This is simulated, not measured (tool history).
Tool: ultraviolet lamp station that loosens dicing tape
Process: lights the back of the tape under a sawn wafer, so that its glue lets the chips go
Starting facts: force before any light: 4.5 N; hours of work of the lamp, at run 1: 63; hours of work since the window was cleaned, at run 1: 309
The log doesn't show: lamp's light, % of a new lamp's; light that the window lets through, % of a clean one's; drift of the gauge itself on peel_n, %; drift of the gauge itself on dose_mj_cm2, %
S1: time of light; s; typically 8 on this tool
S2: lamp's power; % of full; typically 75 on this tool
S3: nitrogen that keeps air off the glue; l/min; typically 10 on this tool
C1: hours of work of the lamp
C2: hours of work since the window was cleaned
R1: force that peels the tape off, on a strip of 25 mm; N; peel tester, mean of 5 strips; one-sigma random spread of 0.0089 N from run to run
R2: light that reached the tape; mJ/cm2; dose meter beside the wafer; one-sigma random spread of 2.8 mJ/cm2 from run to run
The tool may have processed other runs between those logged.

run     day  S1  S2  S3   C1   C2     R1   R2
  1   0.000   8  75  10   63  309  0.361  401
  2   0.929   8  75  10   78  325  0.362  398
  3   1.867   8  75  10   94  341  0.378  396
  4   2.438   8  79  10  104  351  0.342  417
  5   2.825   4  75  10  111  357  1.161  196
  6   3.483   8  75  10  122  368  0.375  406
  7   4.333   8  75  15  136  383  0.297  402
  8   5.096   8  75  10  149  396  0.366  394
  9   5.904   8  75  10  163  409  0.369  402
 10   6.438   8  75  10  172  419  0.386  398
 11   6.946   8  75  10  180  427  0.379  398
 12   7.696   8  75  10  193  440  0.361  400
 13   8.625   8  75  10  209  456  0.369  399
 14   9.300   8  75  10  220  467  0.374  399
 15   9.858   8  75  10  230  477  0.385  402
 16  10.312   8  75  10  238  484  0.365  398
 17  10.879   8  75  10  247  494  0.377  403
 18  11.688   8  75  10  261  508  0.360  398
 19  12.600   8  75  10  276  523  0.362  405
 20  13.467   6  75  10  291  538  0.615  299
 21  14.225   6  75  10  304  551  0.618  299
 22  14.675   6  75  10  312  558  0.609  295
 23  15.388   6  75  10  324  570  0.621  299
 24  15.854   6  75  10  332  578  0.624  300
 25  16.529   8  75   5  343  590  0.571  406
 26  17.458  14  76   5  359  605  0.233  712
 27  18.279  14  75  10  373  619  0.170  698
 28  18.862   8  60  10  383  629  0.564  317
 29  19.367   8  60  10  391  638  0.550  318
     20.229  -- window cleaned of glue's vapour
 30  20.246   5  62  10  406    0  1.082  213
 31  20.975   5  62  10  418   13  1.078  208
 32  21.758   5  62  10  431   26  1.060  204
 33  22.425   4  90   8  443   37  0.980  240
 34  23.367   8  80   8  459   53  0.380  425
 35  24.179  11  61   8  472   67  0.346  454
 36  25.112   4  61  10  488   83  1.465  159
 37  25.883   9  82  10  501   96  0.261  493
 38  26.762   9  82  10  516  111  0.257  488
 39  27.208   9  82  10  524  118  0.255  494
 40  28.075   8  67   8  538  133  0.517  358
 41  28.529   8  67   8  546  141  0.498  356
 42  29.054   9  67   8  555  150  0.423  405

What if the next run were any one of these 4? Each begins from the tool's condition after run 42:
  A  29.883  15  67   7  569  164   ?   ?
  B  29.883   9  67   3  569  164   ?   ?
  C  29.883   5  83   8  569  164   ?   ?
  D  29.883   7  75  10  569  164   ?   ?

run     R1   R2
  A  0.188  663
  B  0.783  404
  C  0.822  274
  D  0.469  352
Take away the tool's hidden state, keep each run's random variation, and the runs would have read:
run     R1   R2
  A  0.188  664
  B  0.781  405
  C  0.820  274
  D  0.468  352
